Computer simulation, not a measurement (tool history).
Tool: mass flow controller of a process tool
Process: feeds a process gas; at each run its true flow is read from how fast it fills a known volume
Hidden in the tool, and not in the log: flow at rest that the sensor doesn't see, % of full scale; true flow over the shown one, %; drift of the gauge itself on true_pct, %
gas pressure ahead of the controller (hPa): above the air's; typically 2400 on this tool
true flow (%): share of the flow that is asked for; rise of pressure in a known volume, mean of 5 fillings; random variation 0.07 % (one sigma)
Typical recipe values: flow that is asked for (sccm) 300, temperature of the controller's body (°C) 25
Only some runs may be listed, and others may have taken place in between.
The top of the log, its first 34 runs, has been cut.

run,hour,flow that is asked for (sccm),gas pressure ahead of the controller (hPa),temperature of the controller's body (°C),hours of work since the controller was set to zero,hours of work since the controller was changed,true flow (%)
35,3477.6,164,2790,26,3405,3405,98.03
36,3549.6,164,2790,26,3450,3450,97.81
37,3682.5,164,1420,26,3534,3534,97.04
38,3777.8,164,1420,26,3595,3595,96.97
39,3869,164,1420,26,3652,3652,96.9
40,3954.7,119,2400,38,3707,3707,95.99
41,4098.5,119,2400,38,3798,3798,95.81
42,4221,191,1930,34,3875,3875,95.93
43,4327.9,191,1930,34,3943,3943,95.89
# hour 4438.7: controller's zero set anew
44,4478.5,191,1930,34,25,4038,95.85
# hour 4573.7: gauge calibrated
45,4624.3,882,1440,31,117,4130,98.9
46,4727.6,300,2540,39,183,4196,97.16
47,4863.8,300,2540,39,269,4282,97.02

Predict each of these 4 candidate next runs independently; none follows another, all start after run 47:
A,4986.8,185,2180,34,347,4360,?
B,4986.8,300,1470,39,347,4360,?
C,4986.8,139,2740,26,347,4360,?
D,4986.8,300,2470,39,347,4360,?

run,true flow (%)
A,97.27
B,96.55
C,98.27
D,96.93
Had the tool no hidden state, the same runs would have come out as:
run,true flow (%)
A,97.61
B,96.88
C,98.61
D,97.27
